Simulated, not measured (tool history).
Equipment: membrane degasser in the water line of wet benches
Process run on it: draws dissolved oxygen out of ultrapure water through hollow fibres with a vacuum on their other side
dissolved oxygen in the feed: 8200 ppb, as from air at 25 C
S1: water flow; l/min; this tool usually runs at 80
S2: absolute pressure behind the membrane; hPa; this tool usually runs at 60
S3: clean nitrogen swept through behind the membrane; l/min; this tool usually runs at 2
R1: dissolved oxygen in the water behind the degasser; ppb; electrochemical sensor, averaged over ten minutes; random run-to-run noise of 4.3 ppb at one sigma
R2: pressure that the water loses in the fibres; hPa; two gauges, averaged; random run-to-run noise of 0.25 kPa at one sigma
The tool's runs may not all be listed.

run	hour	S1	S2	S3	R1	R2
1	0	80	60	2	455.2	653.5
2	162.7	80	143.1	2	1039.1	654.5
# hour 229.7: seals of the vacuum lines changed
3	273.5	80	143.1	2	1025.2	651.8
4	396.2	80	60	4.47	352.2	652.9
# hour 559.2: vacuum gauge calibrated
5	559.2	80	60	4.47	356.6	655.4
6	750.1	80	78.3	4.47	422	654
# hour 848.6: vacuum gauge calibrated, once more
7	879.5	59	78.3	4.47	257.3	485.9
8	1046.4	59	78.3	1.33	503.8	482.2
9	1176.4	80	60	2	435.4	659.6
10	1342.2	80	60	2	441.2	657.1
11	1436.3	82	60	2	458	677
12	1582.1	51	53.2	2	204.8	423.5
13	1725.9	51	53.2	2	205.8	417.6
14	1828.2	59	53.2	2.52	234.9	490.2
15	1941.7	80	45.2	2	344.4	666.7
16	2142	59	78.5	1.32	511.8	489.3
17	2292.4	80	60	1.37	533.2	666.6
18	2475.6	80	124.2	1.78	956.3	667.7
19	2559.9	80	124.2	1.78	978	667.4
20	2673.9	80	114.8	0.93	1259.1	670.4
21	2793.9	80	114.8	0.93	1273	672.1

4 options for the next run, each taken on its own from the tool as it stands now. Forecast them:
A	2988.6	80	115.5	2.21	?	?
B	2988.6	54	116.6	2.96	?	?
C	2988.6	80	89.8	2	?	?
D	2988.6	81	42.5	1.72	?	?

run	R1	R2
A	819.4	671.6
B	441.7	453.1
C	683.6	673.8
D	361.5	679.7
Had the tool no hidden state, the same runs would have come out as:
run	R1	R2
A	784.9	649.3
B	421.9	438.1
C	647.4	651.4
D	320.3	657
